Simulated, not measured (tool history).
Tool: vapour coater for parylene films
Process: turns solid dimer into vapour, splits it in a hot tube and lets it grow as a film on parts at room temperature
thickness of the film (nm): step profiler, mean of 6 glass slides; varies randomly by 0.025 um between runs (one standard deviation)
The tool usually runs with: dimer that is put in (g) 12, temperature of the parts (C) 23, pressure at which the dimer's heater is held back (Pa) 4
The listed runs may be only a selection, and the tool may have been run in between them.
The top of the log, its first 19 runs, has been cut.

run   hour  dimer that is put in (g)  temperature of the parts (C)  pressure at which the dimer's heater is held back (Pa)  hours of work since the trap's valve was overhauled  hours of work since the table's thermometer was calibrated  thickness of the film (nm)
 20  457.9                        12                            23                                                       4                                                  191                                                         309                        1860
 21  480.2                        12                            23                                                       4                                                  202                                                         321                        1860
 22  499.9                        12                            23                                                       4                                                  213                                                         331                        1810
 23  530.6                        11                            23                                                       4                                                  230                                                         348                        1640
 24  548.4                         5                            23                                                    2.06                                                  239                                                         357                         830
 25    563                         5                            24                                                    3.14                                                  247                                                         365                         760
 26  593.9                         7                            23                                                       4                                                  263                                                         382                        1020
 27  627.7                         7                            23                                                       4                                                  282                                                         400                        1050
 28  656.9                         7                            23                                                       4                                                  297                                                         415                        1050
 29  676.4                        12                            29                                                       4                                                  308                                                         426                        1560
 30  690.9                        16                            21                                                    7.61                                                  316                                                         434                        2380
 31  723.9                        16                            21                                                    7.61                                                  333                                                         451                        2340
 32    758                        16                            21                                                    7.61                                                  352                                                         470                        2290
 33  780.9                        16                            21                                                    7.61                                                  364                                                         482                        2300
 34  795.4                        16                            21                                                    7.61                                                  372                                                         490                        2360
 35  817.7                        13                            25                                                    8.67                                                  384                                                         502                        1700
 36  851.9                        13                            25                                                    8.67                                                  402                                                         520                        1680
 37    883                        13                            25                                                    8.67                                                  419                                                         537                        1660
 38  900.2                        14                            23                                                       4                                                  428                                                         546                        1990
 39  931.6                        16                            27                                                       4                                                  445                                                         563                        2070
 40  949.6                        16                            27                                                       4                                                  454                                                         572                        2100

Run 41 has not been measured yet. What should we expect?
 41  963.8                        16                            27                                                       4                                                  462                                                         580                           ?

Run 41 produced thickness of the film (nm) 2080.
On a tool with no hidden condition, and with the same random variation, this run would have come out at thickness of the film (nm) 2330.
